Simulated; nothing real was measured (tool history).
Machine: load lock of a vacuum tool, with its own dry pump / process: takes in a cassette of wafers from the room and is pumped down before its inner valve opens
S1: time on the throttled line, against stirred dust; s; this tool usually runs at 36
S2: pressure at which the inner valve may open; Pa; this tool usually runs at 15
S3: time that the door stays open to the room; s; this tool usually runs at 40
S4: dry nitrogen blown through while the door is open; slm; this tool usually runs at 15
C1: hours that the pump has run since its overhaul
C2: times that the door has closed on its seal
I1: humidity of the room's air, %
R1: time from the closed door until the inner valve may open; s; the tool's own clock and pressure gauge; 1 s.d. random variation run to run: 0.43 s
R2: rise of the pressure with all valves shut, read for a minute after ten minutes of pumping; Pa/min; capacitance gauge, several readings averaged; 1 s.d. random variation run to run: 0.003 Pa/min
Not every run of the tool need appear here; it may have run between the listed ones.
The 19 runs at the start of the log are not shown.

run    hour  S1  S2   S3  S4    C1     C2    I1    R1     R2
 20  3940.7  45  13  147   6  5517  26130  43.5  88.7  0.095
 21  4144.2  45  18   63  17  5721  26601  47.3  86.8  0.044
 22  4437.9  34  18  151  11  6014  27279  44.1  77.6  0.080
 23  4741.1  34  18   30  11  6318  27980  42.0  78.6  0.036
 24  4988.6  36  30   30  11  6565  28552  45.3  75.8  0.037
 25  5179.2  36  15   40  17  6756  28992  45.6  80.8  0.039
 26  5408.5  36  15   40  17  6985  29522  49.8  81.0  0.041
 27  5617.6  36  15   40  17  7194  30005  46.0  81.2  0.040
 28  5902.5  51  16   69   9  7479  30663  44.9  91.9  0.052
 29  6104.7  59  15   40  15  7681  31131  44.5  97.9  0.033
 30  6305.7  36  28  128  15  7882  31595  47.5  76.5  0.077
 31  6606.0  26  27   40  13  8182  32289  47.9  69.9  0.040
 32  6773.7  26  27   40  13  8350  32676  44.9  70.0  0.034
 33  6937.6  23  15   70  15  8514  33055  47.6  71.3  0.058
 34  7213.1  36  10   28  15  8790  33692  44.5  82.8  0.031
 35  7364.5  36  26   28   5  8941  34041  44.9  77.6  0.035
 36  7631.6  36  26  228   5  9208  34659  41.8  76.5  0.114

Forecast each of these 5 alternatives for the next run:
  A  7877.4  35  11  229   5  9454  35226  45.5   ?   ?
  B  7877.4  36  18  228   5  9454  35226  46.9   ?   ?
  C  7877.4  25  26  228  10  9454  35226  47.2   ?   ?
  D  7877.4  36  23   92   5  9454  35226  43.4   ?   ?
  E  7877.4  69  26  228  41  9454  35226  44.7   ?   ?

run     R1     R2
  A   81.3  0.129
  B   79.8  0.133
  C   68.6  0.125
  D   78.3  0.077
  E  102.2  0.065
The same runs, with their run-to-run variation unchanged, on a tool lacking any hidden condition would have given:
run     R1     R2
  A   81.3  0.127
  B   79.8  0.131
  C   68.5  0.123
  D   78.2  0.075
  E  102.2  0.063

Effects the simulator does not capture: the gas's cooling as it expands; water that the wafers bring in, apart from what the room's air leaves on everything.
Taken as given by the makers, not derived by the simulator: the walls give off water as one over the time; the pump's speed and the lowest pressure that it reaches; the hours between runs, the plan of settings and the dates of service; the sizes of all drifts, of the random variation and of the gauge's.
